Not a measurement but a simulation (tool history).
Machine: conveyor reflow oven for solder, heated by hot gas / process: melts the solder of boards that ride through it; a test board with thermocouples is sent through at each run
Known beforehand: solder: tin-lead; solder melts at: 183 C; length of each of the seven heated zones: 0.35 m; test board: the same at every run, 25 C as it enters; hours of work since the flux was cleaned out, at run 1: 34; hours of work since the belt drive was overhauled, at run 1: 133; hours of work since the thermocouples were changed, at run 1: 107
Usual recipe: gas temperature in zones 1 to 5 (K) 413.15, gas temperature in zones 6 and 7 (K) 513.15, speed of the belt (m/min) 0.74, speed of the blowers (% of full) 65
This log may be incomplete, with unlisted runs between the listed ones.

run	hour	gas temperature in zones 1 to 5 (K)	gas temperature in zones 6 and 7 (K)	speed of the belt (m/min)	speed of the blowers (% of full)	hours of work since the flux was cleaned out	hours of work since the belt drive was overhauled	hours of work since the thermocouples were changed	highest temperature of the board (K)	time above the solder's melting point (s)
1	0	413.15	513.15	0.74	65	34	133	107	493.15	43.9
2	22.8	413.15	513.15	0.74	65	44	143	117	492.85	43.8
3	52	413.15	513.15	0.74	65	58	157	131	493.25	44.1
4	93.4	413.15	513.15	0.74	65	77	176	150	492.95	44
5	123.6	413.15	513.15	0.74	65	91	190	164	492.85	43.8
6	146.4	413.15	513.15	0.74	65	101	200	174	492.85	43.8
7	178.8	413.15	513.15	0.74	65	116	215	189	492.25	43.8
8	219.7	413.15	513.15	0.74	78	135	234	208	497.15	46.5
9	262.4	413.15	513.15	0.74	78	155	254	228	497.15	46.6
10	294.1	420.15	513.15	0.74	65	170	268	242	494.15	46.6
11	326.1	420.15	515.15	0.74	65	184	283	257	495.65	47.3
12	377.8	420.15	515.15	0.74	65	208	307	281	495.25	47
13	419.1	413.15	513.15	0.74	61	227	326	300	490.15	42.2
14	454.7	413.15	513.15	0.74	65	244	342	316	491.75	43.3
15	501.8	413.15	513.15	0.74	65	265	364	338	491.75	43.3
16	528.7	408.15	513.15	0.74	65	278	376	351	490.65	41.3
17	565.8	408.15	513.15	0.74	65	295	394	368	490.35	41.3
# hour 621.6: flux residue cleaned out of gas plates and filters
18	625.9	413.15	507.15	0.801	51	2	419	393	478.95	31
19	681.9	424.15	509.15	0.69	73	28	445	419	497.55	54.1
20	728.2	413.15	521.15	0.74	80	49	466	440	506.45	50.8
21	755	399.15	508.15	0.729	57	62	479	453	483.55	35.1
22	803.5	399.15	508.15	0.729	57	84	501	475	483.65	35.1
23	826.9	417.15	512.15	0.619	52	95	512	486	494.25	55.4
24	881.7	412.15	507.15	0.609	72	120	537	511	497.05	57.6
25	927.4	412.15	507.15	0.609	72	141	558	532	496.95	57.4
26	971.2	413.15	518.15	0.74	79	161	578	552	502.85	49.5
27	1017.9	404.15	509.15	0.74	77	183	600	574	492.85	42.7
28	1055.9	413.15	514.15	0.643	68	200	617	591	500.35	55.9

Forecast run 29:
29	1107.5	413.15	504.15	0.74	65	224	641	615	?	?

Run 29 gave highest temperature of the board (K) 485.85, time above the solder's melting point (s) 40.3.
With the hidden condition absent and the run-to-run variation left alone, this run would have shown highest temperature of the board (K) 485.25, time above the solder's melting point (s) 39.4.
